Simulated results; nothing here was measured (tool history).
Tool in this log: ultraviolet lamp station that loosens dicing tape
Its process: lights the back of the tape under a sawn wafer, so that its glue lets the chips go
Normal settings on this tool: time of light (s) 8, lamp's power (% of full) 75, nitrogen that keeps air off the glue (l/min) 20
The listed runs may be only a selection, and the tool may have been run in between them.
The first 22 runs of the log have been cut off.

| run | hour | time of light (s) | lamp's power (% of full) | nitrogen that keeps air off the glue (l/min) | force that peels the tape off (N) | light that reached the tape (J/m2) |
|---|---|---|---|---|---|---|
| 23 | 356.3 | 8 | 75 | 20 | 0.374 | 3550 |
| 24 | 366.4 | 8 | 75 | 20 | 0.363 | 3490 |
| 25 | 383.3 | 8 | 75 | 20 | 0.367 | 3490 |
| 26 | 400.8 | 11 | 78 | 38 | 0.234 | 4880 |
| 27 | 411.6 | 8 | 96 | 17 | 0.303 | 4450 |
| 28 | 426.5 | 4 | 96 | 6 | 1.103 | 2210 |
| 29 | 448.7 | 16 | 86 | 6 | 0.255 | 7880 |
| 30 | 459.4 | 10 | 60 | 28 | 0.351 | 3400 |
| 31 | 469.7 | 10 | 60 | 28 | 0.354 | 3410 |
| 32 | 490.6 | 11 | 96 | 9 | 0.273 | 5910 |
| 33 | 508.2 | 9 | 96 | 18 | 0.276 | 4840 |
| 34 | 522.5 | 9 | 96 | 18 | 0.287 | 4760 |
| 35 | 534.0 | 9 | 96 | 18 | 0.277 | 4750 |
| 36 | 552.4 | 4 | 82 | 36 | 0.715 | 1800 |
| 37 | 571.0 | 8 | 75 | 15 | 0.463 | 3300 |
| 38 | 584.6 | 4 | 93 | 22 | 0.735 | 2020 |
| 39 | 603.1 | 8 | 87 | 20 | 0.348 | 3740 |
| 40 | 618.6 | 8 | 87 | 20 | 0.346 | 3690 |
| 41 | 633.3 | 8 | 90 | 13 | 0.387 | 3840 |
| 42 | 650.6 | 8 | 93 | 23 | 0.304 | 3920 |
| 43 | 670.0 | 8 | 93 | 23 | 0.322 | 3950 |
| 44 | 687.7 | 8 | 93 | 23 | 0.326 | 3870 |

Here are 3 independent what-if runs from the current tool condition. What would each one return?
| A | 702.0 | 11 | 75 | 20 | ? | ? |
| B | 702.0 | 9 | 75 | 20 | ? | ? |
| C | 702.0 | 6 | 85 | 23 | ? | ? |

| run | force that peels the tape off (N) | light that reached the tape (J/m2) |
|---|---|---|
| A | 0.287 | 4320 |
| B | 0.380 | 3540 |
| C | 0.509 | 2660 |
The same runs, with their run-to-run variation unchanged, on a tool lacking any hidden condition would have given:
| run | force that peels the tape off (N) | light that reached the tape (J/m2) |
|---|---|---|
| A | 0.234 | 5620 |
| B | 0.287 | 4610 |
| C | 0.363 | 3460 |

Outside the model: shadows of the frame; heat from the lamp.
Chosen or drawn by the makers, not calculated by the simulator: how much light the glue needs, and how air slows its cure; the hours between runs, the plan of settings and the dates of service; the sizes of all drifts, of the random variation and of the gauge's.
